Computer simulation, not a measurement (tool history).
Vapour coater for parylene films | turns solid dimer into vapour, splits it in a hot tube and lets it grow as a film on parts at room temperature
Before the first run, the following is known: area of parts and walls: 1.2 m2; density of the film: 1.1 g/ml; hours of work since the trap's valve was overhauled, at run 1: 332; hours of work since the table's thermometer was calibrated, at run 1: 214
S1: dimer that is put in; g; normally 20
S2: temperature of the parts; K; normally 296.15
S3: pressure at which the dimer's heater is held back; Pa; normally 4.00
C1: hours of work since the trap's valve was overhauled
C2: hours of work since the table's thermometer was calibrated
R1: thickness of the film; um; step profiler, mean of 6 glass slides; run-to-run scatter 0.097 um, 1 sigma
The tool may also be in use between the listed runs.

Run 1, hour 0.0: usual settings; C1 332; C2 214. Result: R1 11.19 um.
Run 2, hour 9.4: usual settings; C1 337; C2 219. Result: R1 11.26 um.
Run 3, hour 25.0: usual settings; C1 344; C2 226. Result: R1 11.39 um.
Run 4, hour 38.7: usual settings; C1 351; C2 232. Result: R1 11.26 um.
Run 5, hour 53.1: usual settings; C1 357; C2 239. Result: R1 11.24 um.
Run 6, hour 66.0: usual settings; C1 363; C2 245. Result: R1 11.19 um.
Run 7, hour 77.7: usual settings; C1 369; C2 251. Result: R1 11.12 um.
Run 8, hour 85.7: usual settings; C1 373; C2 254. Result: R1 11.11 um.
Run 9, hour 97.8: usual settings; C1 378; C2 260. Result: R1 11.19 um.
Run 10, hour 109.3: usual settings; C1 384; C2 265. Result: R1 11.14 um.
At hour 123.9: trap's valve overhauled.
Run 11, hour 124.0: usual settings but S1 21 g; C1 0; C2 271. Result: R1 12.44 um.
Run 12, hour 140.1: usual settings but S1 21 g; C1 8; C2 278. Result: R1 12.38 um.
Run 13, hour 150.7: usual settings but S1 10 g; C1 13; C2 283. Result: R1 5.82 um.
Run 14, hour 161.7: usual settings but S1 10 g; C1 18; C2 288. Result: R1 5.89 um.
Run 15, hour 174.0: usual settings; C1 24; C2 294. Result: R1 11.78 um.
Run 16, hour 191.1: usual settings but S2 291.15 K; C1 32; C2 302. Result: R1 13.64 um.
Run 17, hour 206.6: usual settings but S2 291.15 K; C1 39; C2 309. Result: R1 13.62 um.
Run 18, hour 218.6: usual settings but S1 10 g, S3 4.60 Pa; C1 44; C2 315. Result: R1 5.80 um.
Run 19, hour 228.0: usual settings but S1 22 g, S3 2.97 Pa; C1 49; C2 319. Result: R1 13.46 um.
Run 20, hour 235.7: usual settings but S1 9 g, S2 297.15 K, S3 4.93 Pa; C1 53; C2 323. Result: R1 5.06 um.
Run 21, hour 249.1: usual settings but S1 10 g, S2 294.15 K, S3 5.80 Pa; C1 59; C2 329. Result: R1 6.01 um.
Run 22, hour 259.3: usual settings but S1 10 g, S2 294.15 K, S3 5.80 Pa; C1 64; C2 334. Result: R1 5.95 um.
Run 23, hour 275.8: usual settings but S1 13 g, S3 10.45 Pa; C1 71; C2 342. Result: R1 7.01 um.
Run 24, hour 291.6: usual settings but S1 13 g, S3 10.45 Pa; C1 79; C2 349. Result: R1 7.03 um.
Run 25, hour 305.6: usual settings but S1 14 g, S2 307.15 K, S3 10.45 Pa; C1 85; C2 356. Result: R1 5.49 um.
Run 26, hour 319.4: usual settings but S3 3.66 Pa; C1 92; C2 362. Result: R1 11.69 um.
Run 27, hour 327.0: usual settings but S3 3.66 Pa; C1 95; C2 366. Result: R1 11.65 um.
Run 28, hour 343.2: usual settings but S1 33 g, S2 295.15 K; C1 103; C2 373. Result: R1 19.78 um.
Run 29, hour 354.1: usual settings but S1 25 g, S2 288.15 K, S3 4.69 Pa; C1 108; C2 379. Result: R1 18.31 um.
Run 30, hour 363.4: usual settings but S1 8 g, S2 298.15 K, S3 9.30 Pa; C1 112; C2 383. Result: R1 4.06 um.
Run 31, hour 374.3: usual settings but S1 9 g, S2 306.15 K; C1 118; C2 388. Result: R1 3.85 um.

Below, each run's measurement less what the same run would have read without the hidden state. Both values contain the same run-to-run variation, but the gauge's scatter may not be the same in both:
The tool's hidden condition here consists of: vapour lost through the trap's worn valve, %; true temperature of the parts over the reading, C; drift of the gauge itself on film_um, %.
run     R1
  1  -0.61
  2  -0.63
  3  -0.65
  4  -0.65
  5  -0.67
  6  -0.67
  7  -0.67
  8  -0.69
  9  -0.70
 10  -0.70
 11  -0.09
 12  -0.10
 13  -0.06
 14  -0.06
 15  -0.12
 16  -0.16
 17  -0.17
 18  -0.08
 19  -0.20
 20  -0.08
 21  -0.10
 22  -0.10
 23  -0.13
 24  -0.14
 25  -0.11
 26  -0.24
 27  -0.25
 28  -0.46
 29  -0.32
 30  -0.10
 31  -0.09
